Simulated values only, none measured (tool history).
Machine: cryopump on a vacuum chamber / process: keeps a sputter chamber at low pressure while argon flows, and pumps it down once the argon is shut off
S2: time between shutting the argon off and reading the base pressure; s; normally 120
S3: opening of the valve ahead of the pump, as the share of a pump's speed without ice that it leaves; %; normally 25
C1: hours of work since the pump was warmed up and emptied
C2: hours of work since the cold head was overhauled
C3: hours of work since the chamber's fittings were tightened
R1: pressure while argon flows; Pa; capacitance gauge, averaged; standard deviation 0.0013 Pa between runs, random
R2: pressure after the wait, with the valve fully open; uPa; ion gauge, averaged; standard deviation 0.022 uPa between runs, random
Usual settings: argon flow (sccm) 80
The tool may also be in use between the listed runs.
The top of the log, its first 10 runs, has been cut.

Run 11, day 17.042: usual settings; C1 298; C2 298; C3 906. Result: R1 0.3158 Pa, R2 0.79 uPa.
Run 12, day 18.346: usual settings; C1 316; C2 316; C3 924. Result: R1 0.3137 Pa, R2 0.81 uPa.
Run 13, day 19.533: usual settings but S2 54 s; C1 332; C2 332; C3 939. Result: R1 0.3153 Pa, R2 1.3 uPa.
Run 14, day 21.058: usual settings but S2 54 s; C1 352; C2 352; C3 960. Result: R1 0.3163 Pa, R2 1.28 uPa.
Run 15, day 22.558: usual settings but S2 54 s; C1 372; C2 372; C3 980. Result: R1 0.3173 Pa, R2 1.3 uPa.
Run 16, day 23.704: usual settings but S2 54 s; C1 387; C2 387; C3 995. Result: R1 0.3183 Pa, R2 1.34 uPa.
Run 17, day 25.312: usual settings but S2 54 s; C1 409; C2 409; C3 1016. Result: R1 0.3188 Pa, R2 1.3 uPa.
Run 18, day 27.696: usual settings but S3 18 %; C1 440; C2 440; C3 1048. Result: R1 0.4347 Pa, R2 0.88 uPa.
Run 19, day 29.175: usual settings but argon flow (sccm) 57, S2 105 s, S3 22 %; C1 460; C2 460; C3 1068. Result: R1 0.2585 Pa, R2 0.92 uPa.
Run 20, day 31.004: usual settings but S3 18 %; C1 484; C2 484; C3 1092. Result: R1 0.438 Pa, R2 0.86 uPa.
Run 21, day 32.662: usual settings but S3 51 %; C1 506; C2 506; C3 1114. Result: R1 0.1675 Pa, R2 0.87 uPa.
Run 22, day 34.688: usual settings but argon flow (sccm) 110, S2 24 s, S3 55 %; C1 533; C2 533; C3 1141. Result: R1 0.2141 Pa, R2 2.43 uPa.
Run 23, day 36.088: usual settings but argon flow (sccm) 128, S3 55 %; C1 552; C2 552; C3 1160. Result: R1 0.2533 Pa, R2 0.91 uPa.
Run 24, day 37.396: usual settings but argon flow (sccm) 73, S2 129 s, S3 36 %; C1 569; C2 569; C3 1177. Result: R1 0.2126 Pa, R2 0.87 uPa.
Run 25, day 38.942: usual settings but argon flow (sccm) 53, S2 129 s, S3 39 %; C1 590; C2 590; C3 1198. Result: R1 0.1432 Pa, R2 0.89 uPa.
Run 26, day 40.483: usual settings but argon flow (sccm) 148, S2 129 s, S3 35 %; C1 611; C2 611; C3 1218. Result: R1 0.445 Pa, R2 0.92 uPa.
Run 27, day 42.383: usual settings but argon flow (sccm) 143, S2 25 s, S3 40 %; C1 636; C2 636; C3 1244. Result: R1 0.3842 Pa, R2 2.4 uPa.
Run 28, day 44.762: usual settings but argon flow (sccm) 99, S2 263 s; C1 668; C2 668; C3 1275. Result: R1 0.4056 Pa, R2 0.78 uPa.
Run 29, day 46.712: usual settings but argon flow (sccm) 36, S2 282 s, S3 28 %; C1 693; C2 693; C3 1301. Result: R1 0.1352 Pa, R2 0.77 uPa.
Run 30, day 48.054: usual settings but argon flow (sccm) 97, S2 282 s, S3 28 %; C1 711; C2 711; C3 1319. Result: R1 0.3607 Pa, R2 0.8 uPa.
Run 31, day 50.3: usual settings but argon flow (sccm) 97, S2 282 s, S3 28 %; C1 741; C2 741; C3 1349. Result: R1 0.365 Pa, R2 0.78 uPa.
At day 51.471: leaking fittings of the chamber tightened, without venting.
Run 32, day 51.508: usual settings but S2 84 s, S3 37 %; C1 756; C2 756; C3 0. Result: R1 0.2368 Pa, R2 0.81 uPa.
Run 33, day 52.921: usual settings but S2 187 s, S3 21 %; C1 775; C2 775; C3 19. Result: R1 0.3932 Pa, R2 0.51 uPa.
Run 34, day 54.533: usual settings but argon flow (sccm) 34; C1 796; C2 796; C3 41. Result: R1 0.1437 Pa, R2 0.64 uPa.
Run 35, day 56.688: usual settings but argon flow (sccm) 58, S2 210 s; C1 825; C2 825; C3 69. Result: R1 0.245 Pa, R2 0.49 uPa.

Predict each of these 3 candidate next runs independently; none follows another, all start after run 35:
Run A, day 58.592: usual settings but argon flow (sccm) 58, S2 210 s, S3 48 %; C1 850; C2 850; C3 95. Result: R1 ?, R2 ?.
Run B, day 58.592: usual settings but argon flow (sccm) 58, S2 210 s, S3 16 %; C1 850; C2 850; C3 95. Result: R1 ?, R2 ?.
Run C, day 58.592: usual settings but argon flow (sccm) 116, S2 45 s, S3 20 %; C1 850; C2 850; C3 95. Result: R1 ?, R2 ?.

run      R1    R2
  A  0.1401  0.47
  B  0.3699  0.48
  C  0.6038   1.3
Without the tool's hidden state the same runs would have given:
run      R1    R2
  A  0.1146  0.36
  B  0.3443  0.37
  C  0.5526  1.19

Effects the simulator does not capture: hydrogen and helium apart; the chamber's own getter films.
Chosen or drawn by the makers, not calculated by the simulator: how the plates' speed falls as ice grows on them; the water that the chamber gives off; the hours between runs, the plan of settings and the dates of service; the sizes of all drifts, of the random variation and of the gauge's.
